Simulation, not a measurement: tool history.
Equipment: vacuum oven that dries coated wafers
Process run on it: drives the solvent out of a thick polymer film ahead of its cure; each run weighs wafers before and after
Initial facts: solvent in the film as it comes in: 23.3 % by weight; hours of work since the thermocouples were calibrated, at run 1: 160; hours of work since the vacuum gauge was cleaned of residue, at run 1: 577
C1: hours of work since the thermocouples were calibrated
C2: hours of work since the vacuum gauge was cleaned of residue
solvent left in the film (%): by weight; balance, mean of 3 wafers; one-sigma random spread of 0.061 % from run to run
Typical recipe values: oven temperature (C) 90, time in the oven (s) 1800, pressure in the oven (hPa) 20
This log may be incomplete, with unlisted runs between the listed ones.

run 1 day=0 | oven_temperature_(C)=90 time_in_the_oven_(s)=1800 pressure_in_the_oven_(hPa)=20 | C1=160 C2=577 | solvent_left_in_the_film_(%)=5.68
run 2 day=0.938 | oven_temperature_(C)=90 time_in_the_oven_(s)=1800 pressure_in_the_oven_(hPa)=20 | C1=178 C2=595 | solvent_left_in_the_film_(%)=5.79
run 3 day=2.183 | oven_temperature_(C)=90 time_in_the_oven_(s)=1800 pressure_in_the_oven_(hPa)=20 | C1=201 C2=618 | solvent_left_in_the_film_(%)=5.78
run 4 day=3.488 | oven_temperature_(C)=90 time_in_the_oven_(s)=1800 pressure_in_the_oven_(hPa)=20 | C1=226 C2=643 | solvent_left_in_the_film_(%)=5.83
run 5 day=4.792 | oven_temperature_(C)=90 time_in_the_oven_(s)=1800 pressure_in_the_oven_(hPa)=20 | C1=251 C2=668 | solvent_left_in_the_film_(%)=5.76
run 6 day=6.121 | oven_temperature_(C)=90 time_in_the_oven_(s)=1800 pressure_in_the_oven_(hPa)=20 | C1=276 C2=693 | solvent_left_in_the_film_(%)=5.83
run 7 day=6.892 | oven_temperature_(C)=90 time_in_the_oven_(s)=1800 pressure_in_the_oven_(hPa)=14.8 | C1=291 C2=708 | solvent_left_in_the_film_(%)=5.61
run 8 day=7.629 | oven_temperature_(C)=90 time_in_the_oven_(s)=1800 pressure_in_the_oven_(hPa)=20 | C1=305 C2=722 | solvent_left_in_the_film_(%)=5.81
run 9 day=8.596 | oven_temperature_(C)=90 time_in_the_oven_(s)=1800 pressure_in_the_oven_(hPa)=20 | C1=323 C2=740 | solvent_left_in_the_film_(%)=5.75
run 10 day=9.625 | oven_temperature_(C)=90 time_in_the_oven_(s)=1800 pressure_in_the_oven_(hPa)=20 | C1=342 C2=760 | solvent_left_in_the_film_(%)=5.77
run 11 day=10.829 | oven_temperature_(C)=90 time_in_the_oven_(s)=1800 pressure_in_the_oven_(hPa)=20 | C1=365 C2=783 | solvent_left_in_the_film_(%)=5.84
run 12 day=12.133 | oven_temperature_(C)=84 time_in_the_oven_(s)=3120 pressure_in_the_oven_(hPa)=20 | C1=390 C2=807 | solvent_left_in_the_film_(%)=4.98
run 13 day=12.933 | oven_temperature_(C)=92 time_in_the_oven_(s)=1380 pressure_in_the_oven_(hPa)=20 | C1=405 C2=822 | solvent_left_in_the_film_(%)=6.8
run 14 day=14.646 | oven_temperature_(C)=90 time_in_the_oven_(s)=3000 pressure_in_the_oven_(hPa)=14.7 | C1=438 C2=855 | solvent_left_in_the_film_(%)=2.77
run 15 day=15.421 | oven_temperature_(C)=81 time_in_the_oven_(s)=3120 pressure_in_the_oven_(hPa)=46.9 | C1=452 C2=870 | solvent_left_in_the_film_(%)=7.09
run 16 day=16.354 | oven_temperature_(C)=77 time_in_the_oven_(s)=2340 pressure_in_the_oven_(hPa)=20 | C1=470 C2=887 | solvent_left_in_the_film_(%)=9.89
run 17 day=17.254 | oven_temperature_(C)=85 time_in_the_oven_(s)=1800 pressure_in_the_oven_(hPa)=20 | C1=487 C2=904 | solvent_left_in_the_film_(%)=8.12
run 18 day=18.825 | oven_temperature_(C)=90 time_in_the_oven_(s)=1800 pressure_in_the_oven_(hPa)=11.3 | C1=517 C2=934 | solvent_left_in_the_film_(%)=5.77
run 19 day=20.479 | oven_temperature_(C)=79 time_in_the_oven_(s)=1680 pressure_in_the_oven_(hPa)=20 | C1=548 C2=966 | solvent_left_in_the_film_(%)=11.24
run 20 day=22.2 | oven_temperature_(C)=79 time_in_the_oven_(s)=1680 pressure_in_the_oven_(hPa)=20 | C1=581 C2=998 | solvent_left_in_the_film_(%)=11.18
run 21 day=23.442 | oven_temperature_(C)=87 time_in_the_oven_(s)=1200 pressure_in_the_oven_(hPa)=18.1 | C1=605 C2=1022 | solvent_left_in_the_film_(%)=9.97

What if the next run were any one of these 3? Each begins from the tool's condition after run 21:
run A day=24.904 | oven_temperature_(C)=104 time_in_the_oven_(s)=1380 pressure_in_the_oven_(hPa)=18.1 | C1=632 C2=1050 | solvent_left_in_the_film_(%)=?
run B day=24.904 | oven_temperature_(C)=92 time_in_the_oven_(s)=1620 pressure_in_the_oven_(hPa)=21.6 | C1=632 C2=1050 | solvent_left_in_the_film_(%)=?
run C day=24.904 | oven_temperature_(C)=90 time_in_the_oven_(s)=2880 pressure_in_the_oven_(hPa)=17.1 | C1=632 C2=1050 | solvent_left_in_the_film_(%)=?

run=A solvent_left_in_the_film_(%)=2.4
run=B solvent_left_in_the_film_(%)=5.78
run=C solvent_left_in_the_film_(%)=3.11
Without the tool's unlogged condition, the same runs would have read:
run=A solvent_left_in_the_film_(%)=2.09
run=B solvent_left_in_the_film_(%)=5.31
run=C solvent_left_in_the_film_(%)=2.71
